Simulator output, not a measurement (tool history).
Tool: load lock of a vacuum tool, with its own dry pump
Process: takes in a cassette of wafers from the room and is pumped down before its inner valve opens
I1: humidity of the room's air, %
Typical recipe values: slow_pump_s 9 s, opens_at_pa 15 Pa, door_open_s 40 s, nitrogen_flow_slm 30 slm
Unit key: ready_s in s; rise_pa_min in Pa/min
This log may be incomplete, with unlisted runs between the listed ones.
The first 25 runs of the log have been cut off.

{"run": 26, "hour": 2711.0, "slow_pump_s": 15, "opens_at_pa": 17, "door_open_s": 50, "nitrogen_flow_slm": 9, "I1": 45.8, "ready_s": 24, "rise_pa_min": 0.105}
{"run": 27, "hour": 2818.2, "slow_pump_s": 9, "opens_at_pa": 15, "door_open_s": 40, "nitrogen_flow_slm": 22, "I1": 44.5, "ready_s": 19.8, "rise_pa_min": 0.078}
{"run": 28, "hour": 2919.0, "slow_pump_s": 4, "opens_at_pa": 16, "door_open_s": 157, "nitrogen_flow_slm": 5, "I1": 43, "ready_s": 16.1, "rise_pa_min": 0.137}
{"run": 29, "hour": 3015.1, "slow_pump_s": 4, "opens_at_pa": 16, "door_open_s": 157, "nitrogen_flow_slm": 13, "I1": 45.8, "ready_s": 16.5, "rise_pa_min": 0.122}
{"run": 30, "hour": 3100.7, "slow_pump_s": 17, "opens_at_pa": 16, "door_open_s": 157, "nitrogen_flow_slm": 9, "I1": 42.7, "ready_s": 25.3, "rise_pa_min": 0.123}
{"run": 31, "hour": 3208.0, "slow_pump_s": 6, "opens_at_pa": 30, "door_open_s": 37, "nitrogen_flow_slm": 9, "I1": 45.7, "ready_s": 16.7, "rise_pa_min": 0.096}
{"run": 32, "hour": 3283.2, "slow_pump_s": 9, "opens_at_pa": 20, "door_open_s": 199, "nitrogen_flow_slm": 30, "I1": 47.7, "ready_s": 19.4, "rise_pa_min": 0.106}
{"run": 33, "hour": 3347.4, "slow_pump_s": 8, "opens_at_pa": 20, "door_open_s": 199, "nitrogen_flow_slm": 19, "I1": 46, "ready_s": 18.7, "rise_pa_min": 0.12}
{"run": 34, "hour": 3413.2, "slow_pump_s": 8, "opens_at_pa": 10, "door_open_s": 68, "nitrogen_flow_slm": 8, "I1": 47.1, "ready_s": 19.8, "rise_pa_min": 0.122}
{"run": 35, "hour": 3482.1, "slow_pump_s": 5, "opens_at_pa": 30, "door_open_s": 41, "nitrogen_flow_slm": 40, "I1": 44.9, "ready_s": 15.9, "rise_pa_min": 0.079}
{"run": 36, "hour": 3627.1, "slow_pump_s": 5, "opens_at_pa": 30, "door_open_s": 41, "nitrogen_flow_slm": 40, "I1": 44.5, "ready_s": 16.1, "rise_pa_min": 0.078}
{"run": 37, "hour": 3729.4, "slow_pump_s": 5, "opens_at_pa": 15, "door_open_s": 40, "nitrogen_flow_slm": 5, "I1": 42.9, "ready_s": 17, "rise_pa_min": 0.111}
{"run": 38, "hour": 3806.2, "slow_pump_s": 9, "opens_at_pa": 13, "door_open_s": 40, "nitrogen_flow_slm": 30, "I1": 39.9, "ready_s": 20, "rise_pa_min": 0.085}

Forecast each of these 3 alternatives for the next run:
{"run": "A", "hour": 3934.4, "slow_pump_s": 13, "opens_at_pa": 15, "door_open_s": 40, "nitrogen_flow_slm": 30, "I1": 44.2, "ready_s": "?", "rise_pa_min": "?"}
{"run": "B", "hour": 3934.4, "slow_pump_s": 8, "opens_at_pa": 13, "door_open_s": 37, "nitrogen_flow_slm": 8, "I1": 44.2, "ready_s": "?", "rise_pa_min": "?"}
{"run": "C", "hour": 3934.4, "slow_pump_s": 17, "opens_at_pa": 15, "door_open_s": 40, "nitrogen_flow_slm": 24, "I1": 45.4, "ready_s": "?", "rise_pa_min": "?"}

run=A ready_s=22.9 rise_pa_min=0.088
run=B ready_s=19.3 rise_pa_min=0.105
run=C ready_s=25.6 rise_pa_min=0.093
Without the tool's hidden state the same runs would have given:
run=A ready_s=21.7 rise_pa_min=0.032
run=B ready_s=17.9 rise_pa_min=0.049
run=C ready_s=24.6 rise_pa_min=0.036
